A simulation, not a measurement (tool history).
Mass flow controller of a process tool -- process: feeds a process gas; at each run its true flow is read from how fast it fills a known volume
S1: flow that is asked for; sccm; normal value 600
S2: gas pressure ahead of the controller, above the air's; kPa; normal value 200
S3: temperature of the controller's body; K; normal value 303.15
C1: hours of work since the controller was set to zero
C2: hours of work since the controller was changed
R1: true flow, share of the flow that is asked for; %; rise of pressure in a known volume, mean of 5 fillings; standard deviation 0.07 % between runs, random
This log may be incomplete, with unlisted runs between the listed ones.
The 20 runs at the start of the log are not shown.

{"run": 21, "day": 211.083, "S1": 875, "S2": 200, "S3": 311.15, "C1": 4039, "C2": 4039, "R1": 98.92}
{"run": 22, "day": 220.092, "S1": 402, "S2": 200, "S3": 311.15, "C1": 4206, "C2": 4206, "R1": 97.84}
{"run": 23, "day": 228.217, "S1": 402, "S2": 200, "S3": 311.15, "C1": 4357, "C2": 4357, "R1": 97.78}
{"run": 24, "day": 238.6, "S1": 402, "S2": 200, "S3": 311.15, "C1": 4549, "C2": 4549, "R1": 97.69}
{"run": 25, "day": 252.962, "S1": 867, "S2": 200, "S3": 311.15, "C1": 4816, "C2": 4816, "R1": 98.56}
{"run": 26, "day": 263.283, "S1": 197, "S2": 224, "S3": 309.15, "C1": 5007, "C2": 5007, "R1": 98.03}
{"run": 27, "day": 273.667, "S1": 508, "S2": 224, "S3": 303.15, "C1": 5199, "C2": 5199, "R1": 98.3}
{"run": 28, "day": 282.925, "S1": 508, "S2": 214, "S3": 299.15, "C1": 5371, "C2": 5371, "R1": 98.29}
{"run": 29, "day": 295.788, "S1": 508, "S2": 214, "S3": 299.15, "C1": 5610, "C2": 5610, "R1": 98.34}
{"run": 30, "day": 309.904, "S1": 801, "S2": 200, "S3": 304.15, "C1": 5871, "C2": 5871, "R1": 98.65}
{"run": 31, "day": 322.671, "S1": 801, "S2": 200, "S3": 304.15, "C1": 6108, "C2": 6108, "R1": 98.61}

Forecast run 32:
{"run": 32, "day": 331.458, "S1": 801, "S2": 200, "S3": 304.15, "C1": 6271, "C2": 6271, "R1": "?"}

{"run 32": {"R1": 98.42}}
If the tool had no hidden condition, the same run with the same run-to-run variation would have returned R1 99.08 %.

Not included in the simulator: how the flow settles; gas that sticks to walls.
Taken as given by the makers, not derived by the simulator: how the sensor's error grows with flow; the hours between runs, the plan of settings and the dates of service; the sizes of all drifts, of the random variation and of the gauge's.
